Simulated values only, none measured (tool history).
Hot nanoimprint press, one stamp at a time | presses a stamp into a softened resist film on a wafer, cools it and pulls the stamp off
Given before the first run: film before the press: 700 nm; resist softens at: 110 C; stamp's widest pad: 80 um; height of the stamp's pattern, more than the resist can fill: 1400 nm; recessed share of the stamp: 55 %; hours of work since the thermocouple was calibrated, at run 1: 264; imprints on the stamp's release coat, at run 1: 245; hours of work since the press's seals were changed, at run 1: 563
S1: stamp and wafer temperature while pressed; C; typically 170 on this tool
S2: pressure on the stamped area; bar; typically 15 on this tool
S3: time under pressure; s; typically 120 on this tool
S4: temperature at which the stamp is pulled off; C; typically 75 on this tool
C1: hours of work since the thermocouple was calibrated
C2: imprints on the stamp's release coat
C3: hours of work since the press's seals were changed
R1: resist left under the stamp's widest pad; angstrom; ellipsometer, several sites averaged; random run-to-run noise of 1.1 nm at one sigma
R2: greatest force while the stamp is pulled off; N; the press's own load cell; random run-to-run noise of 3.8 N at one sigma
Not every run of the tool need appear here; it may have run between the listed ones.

run	hour	S1	S2	S3	S4	C1	C2	C3	R1	R2
1	0	170	15	120	75	264	245	563	3050	195
2	21.1	170	15	120	75	273	310	572	3047	202
3	54	170	15	152	75	286	411	586	2757	204
4	73.1	170	12.1	120	75	294	470	594	3328	217
5	88.8	170	12.1	120	75	301	519	601	3306	225
6	108.2	170	12.1	120	75	309	579	609	3306	227
7	124.6	170	12.1	120	75	316	629	616	3300	224
8	149.8	170	12.1	120	75	327	707	626	3311	234
9	179.2	170	15	120	75	339	798	638	3019	235
# hour 205.4: stamp cleaned and given a new release coat
10	213.5	170	15	120	75	351	25	650	3028	185
11	240.8	170	15	120	75	362	109	662	3029	185
12	268.6	170	15	120	72	374	195	673	3034	205
13	283.9	170	15	120	72	380	242	680	3027	213
14	299.4	170	15	120	75	387	290	686	3030	195
# hour 305.2: plate thermocouple calibrated
15	325.8	170	15	120	75	9	362	696	2956	200
16	360.3	170	15	120	75	23	468	710	2938	209
17	382.8	170	15	120	75	32	538	720	2938	222
18	406.9	159	13.5	120	75	43	612	730	4967	218
19	440.5	159	13.5	120	75	57	716	744	4907	229
20	469.7	159	13.5	120	75	69	806	756	4973	236
# hour 487.2: plate thermocouple calibrated, once more
# hour 496.3: stamp cleaned and given a new release coat
21	509	164	9.9	136	71	7	40	769	4586	207
22	524.7	170	20.9	175	66	13	88	775	2385	224
23	557.6	176	15	72	81	27	189	789	2910	172
24	578.2	176	15	72	81	36	253	798	2915	175
25	612.5	167	15	120	80	50	359	812	3661	185
26	638.1	167	15	120	80	61	438	823	3651	194
27	656.3	167	19	120	83	68	494	830	3336	184
28	690.7	170	11	67	75	83	600	845	4325	220
29	724.6	160	17.2	174	79	97	704	859	4231	211

How would selected steps in R1 from run to run divide? Give the signed amount a tool lacking its hidden state would still show from settings, what came in and random variation, and the signed amount left for the hidden state, including any gauge scatter that is not in both of the compared results.
The tool's hidden condition here consists of: true temperature over the reading, C; pressure that arrives at the usual setting, %; grip of the stamp's worn release coat, % over a new coat's; drift of the gauge itself on residual_nm, %; drift of the gauge itself on pull_off_n, %.
Run 14 -> 15: plate thermocouple calibrated. R1 -74 angstrom: hidden state -67, all else -7.
Run 17 -> 18: S1 170 -> 159, S2 15 -> 13.5. R1 +2029 angstrom: hidden state -53, all else +2082.
Run 20 -> 21: S1 159 -> 164, S2 13.5 -> 9.9, S3 120 -> 136, S4 75 -> 71, plate thermocouple calibrated, once more, stamp cleaned and given a new release coat. R1 -387 angstrom: hidden state +268, all else -655.
Run 21 -> 22: S1 164 -> 170, S2 9.9 -> 20.9, S3 136 -> 175, S4 71 -> 66. R1 -2201 angstrom: hidden state +44, all else -2245.
